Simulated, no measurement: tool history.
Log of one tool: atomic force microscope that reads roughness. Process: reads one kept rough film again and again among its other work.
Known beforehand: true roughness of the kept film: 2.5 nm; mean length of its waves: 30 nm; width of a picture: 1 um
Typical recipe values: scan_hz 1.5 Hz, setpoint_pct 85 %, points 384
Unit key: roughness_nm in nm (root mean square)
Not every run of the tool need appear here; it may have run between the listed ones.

| run | hour | scan_hz | setpoint_pct | points | roughness_nm |
|---|---|---|---|---|---|
| 1 | 0 | 1.5 | 85 | 384 | 1.983 |
| 2 | 5.5 | 1.5 | 85 | 384 | 1.977 |
| 3 | 16.5 | 1.5 | 85 | 384 | 1.97 |
| 4 | 26.9 | 1.5 | 85 | 384 | 1.973 |
| 5 | 33.9 | 1.5 | 85 | 774 | 1.971 |
| 6 | 42.6 | 1.5 | 85 | 774 | 1.951 |
| 7 | 48.7 | 1.5 | 85 | 774 | 1.947 |
| 8 | 56.7 | 1.5 | 59 | 384 | 2.144 |
| 9 | 66.6 | 1.5 | 59 | 384 | 2.125 |
| 10 | 78.2 | 1.5 | 85 | 481 | 1.915 |
| 11 | 85 | 1.5 | 85 | 481 | 1.904 |
| 12 | 96 | 1.5 | 85 | 481 | 1.908 |
| 13 | 105.9 | 1.17 | 85 | 384 | 1.938 |
| 14 | 114.8 | 1.17 | 85 | 384 | 1.934 |
| 15 | 123.5 | 1.17 | 85 | 384 | 1.921 |
| 16 | 129.4 | 3.73 | 55 | 402 | 2.019 |
| 17 | 136.1 | 0.94 | 57 | 846 | 2.103 |
| 18 | 144.7 | 0.94 | 57 | 822 | 2.087 |
| 19 | 150.2 | 1.5 | 77 | 651 | 1.946 |
| 20 | 160.3 | 2.14 | 70 | 279 | 1.94 |
| 21 | 165.9 | 2.14 | 70 | 279 | 1.915 |
| 22 | 177 | 2.14 | 70 | 279 | 1.905 |
| 23 | 184.7 | 2.14 | 70 | 279 | 1.92 |
| 24 | 197.4 | 2.14 | 70 | 337 | 1.88 |
| 25 | 207.7 | 2.14 | 72 | 861 | 1.874 |
| 26 | 216.6 | 0.65 | 85 | 384 | 2.197 |
| 27 | 228.5 | 0.65 | 85 | 384 | 2.19 |

Not shown: 3 entries that the log had between the listed runs. Between which runs, and how does the tool's hidden state differ before and after?
In the gap between runs 16 and 17: height scale calibrated on a step standard (hour 131.1)
  radius of the tip, nm: 14.7 -> 14.9; height scale over the true one, %: -0.09 -> -0.14
  what was measured, less what the result would be without the hidden state, roughness_nm: -0.205 -> -0.22 nm (root mean square)
In the gap between runs 19 and 20: height scale calibrated on a step standard, once more (hour 160.2)
  radius of the tip, nm: 15.6 -> 16; height scale over the true one, %: -0.13 -> -0.11
  what was measured, less what the result would be without the hidden state, roughness_nm: -0.217 -> -0.224 nm (root mean square)
In the gap between runs 25 and 26: new tip fitted (hour 211.9)
  radius of the tip, nm: 18.3 -> 6
  what was measured, less what the result would be without the hidden state, roughness_nm: -0.26 -> -0.025 nm (root mean square)

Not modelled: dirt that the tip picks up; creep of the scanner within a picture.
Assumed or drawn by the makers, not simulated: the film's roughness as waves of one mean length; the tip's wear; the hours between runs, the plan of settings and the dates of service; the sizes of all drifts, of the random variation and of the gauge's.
